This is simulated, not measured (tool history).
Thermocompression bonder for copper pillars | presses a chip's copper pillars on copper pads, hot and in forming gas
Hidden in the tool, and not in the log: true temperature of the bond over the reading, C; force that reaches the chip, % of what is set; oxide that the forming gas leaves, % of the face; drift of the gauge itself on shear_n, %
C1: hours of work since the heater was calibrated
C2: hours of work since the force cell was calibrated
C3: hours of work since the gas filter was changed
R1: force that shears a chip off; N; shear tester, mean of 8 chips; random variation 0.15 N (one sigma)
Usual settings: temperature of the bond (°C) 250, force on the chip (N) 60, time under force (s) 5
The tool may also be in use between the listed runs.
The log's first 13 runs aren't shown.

{"run": 14, "hour": 250.6, "temperature of the bond (°C)": 250, "force on the chip (N)": 60, "time under force (s)": 5, "C1": 23, "C2": 248, "C3": 55, "R1": 34.4}
{"run": 15, "hour": 263.6, "temperature of the bond (°C)": 250, "force on the chip (N)": 60, "time under force (s)": 5, "C1": 31, "C2": 256, "C3": 63, "R1": 34.4}
{"run": 16, "hour": 287.4, "temperature of the bond (°C)": 250, "force on the chip (N)": 60, "time under force (s)": 5, "C1": 46, "C2": 271, "C3": 78, "R1": 34.2}
{"run": 17, "hour": 304.0, "temperature of the bond (°C)": 259, "force on the chip (N)": 37, "time under force (s)": 4, "C1": 56, "C2": 281, "C3": 88, "R1": 23.5}
{"run": 18, "hour": 334.0, "temperature of the bond (°C)": 252, "force on the chip (N)": 60, "time under force (s)": 3, "C1": 75, "C2": 299, "C3": 107, "R1": 28.6}
{"run": 19, "hour": 364.1, "temperature of the bond (°C)": 252, "force on the chip (N)": 60, "time under force (s)": 3, "C1": 93, "C2": 318, "C3": 125, "R1": 28.2}
{"hour": 367.3, "done": "force cell calibrated"}
{"run": 20, "hour": 394.1, "temperature of the bond (°C)": 243, "force on the chip (N)": 42, "time under force (s)": 3, "C1": 111, "C2": 17, "C3": 143, "R1": 18.5}
{"run": 21, "hour": 416.0, "temperature of the bond (°C)": 272, "force on the chip (N)": 82, "time under force (s)": 3, "C1": 124, "C2": 30, "C3": 156, "R1": 44.6}
{"hour": 440.3, "done": "force cell calibrated, once more"}
{"run": 22, "hour": 440.3, "temperature of the bond (°C)": 244, "force on the chip (N)": 38, "time under force (s)": 12, "C1": 139, "C2": 0, "C3": 170, "R1": 30.8}
{"run": 23, "hour": 468.9, "temperature of the bond (°C)": 250, "force on the chip (N)": 68, "time under force (s)": 12, "C1": 156, "C2": 18, "C3": 188, "R1": 50.6}
{"run": 24, "hour": 498.2, "temperature of the bond (°C)": 256, "force on the chip (N)": 45, "time under force (s)": 5, "C1": 174, "C2": 36, "C3": 206, "R1": 28.4}
{"run": 25, "hour": 515.9, "temperature of the bond (°C)": 251, "force on the chip (N)": 77, "time under force (s)": 5, "C1": 185, "C2": 47, "C3": 217, "R1": 40.6}
{"run": 26, "hour": 539.7, "temperature of the bond (°C)": 251, "force on the chip (N)": 77, "time under force (s)": 5, "C1": 200, "C2": 61, "C3": 232, "R1": 40.5}
{"run": 27, "hour": 568.0, "temperature of the bond (°C)": 251, "force on the chip (N)": 77, "time under force (s)": 5, "C1": 217, "C2": 79, "C3": 249, "R1": 40.2}
{"run": 28, "hour": 595.5, "temperature of the bond (°C)": 255, "force on the chip (N)": 37, "time under force (s)": 9, "C1": 234, "C2": 96, "C3": 266, "R1": 30.0}
{"run": 29, "hour": 623.1, "temperature of the bond (°C)": 255, "force on the chip (N)": 37, "time under force (s)": 9, "C1": 252, "C2": 113, "C3": 283, "R1": 29.9}
{"run": 30, "hour": 646.3, "temperature of the bond (°C)": 255, "force on the chip (N)": 37, "time under force (s)": 9, "C1": 266, "C2": 127, "C3": 298, "R1": 29.8}
{"run": 31, "hour": 667.9, "temperature of the bond (°C)": 255, "force on the chip (N)": 37, "time under force (s)": 9, "C1": 279, "C2": 141, "C3": 311, "R1": 29.8}

4 ways to go on from here, each from the tool as it stands after run 31. What would each give?
{"run": "A", "hour": 695.6, "temperature of the bond (°C)": 236, "force on the chip (N)": 37, "time under force (s)": 8, "C1": 296, "C2": 158, "C3": 328, "R1": "?"}
{"run": "B", "hour": 695.6, "temperature of the bond (°C)": 243, "force on the chip (N)": 87, "time under force (s)": 13, "C1": 296, "C2": 158, "C3": 328, "R1": "?"}
{"run": "C", "hour": 695.6, "temperature of the bond (°C)": 257, "force on the chip (N)": 37, "time under force (s)": 9, "C1": 296, "C2": 158, "C3": 328, "R1": "?"}
{"run": "D", "hour": 695.6, "temperature of the bond (°C)": 255, "force on the chip (N)": 56, "time under force (s)": 5, "C1": 296, "C2": 158, "C3": 328, "R1": "?"}

run=A R1=22.1
run=B R1=55.4
run=C R1=30.6
run=D R1=32.8
Without the tool's hidden state the same runs would have given:
run=A R1=23.4
run=B R1=58.1
run=C R1=32.3
run=D R1=34.6

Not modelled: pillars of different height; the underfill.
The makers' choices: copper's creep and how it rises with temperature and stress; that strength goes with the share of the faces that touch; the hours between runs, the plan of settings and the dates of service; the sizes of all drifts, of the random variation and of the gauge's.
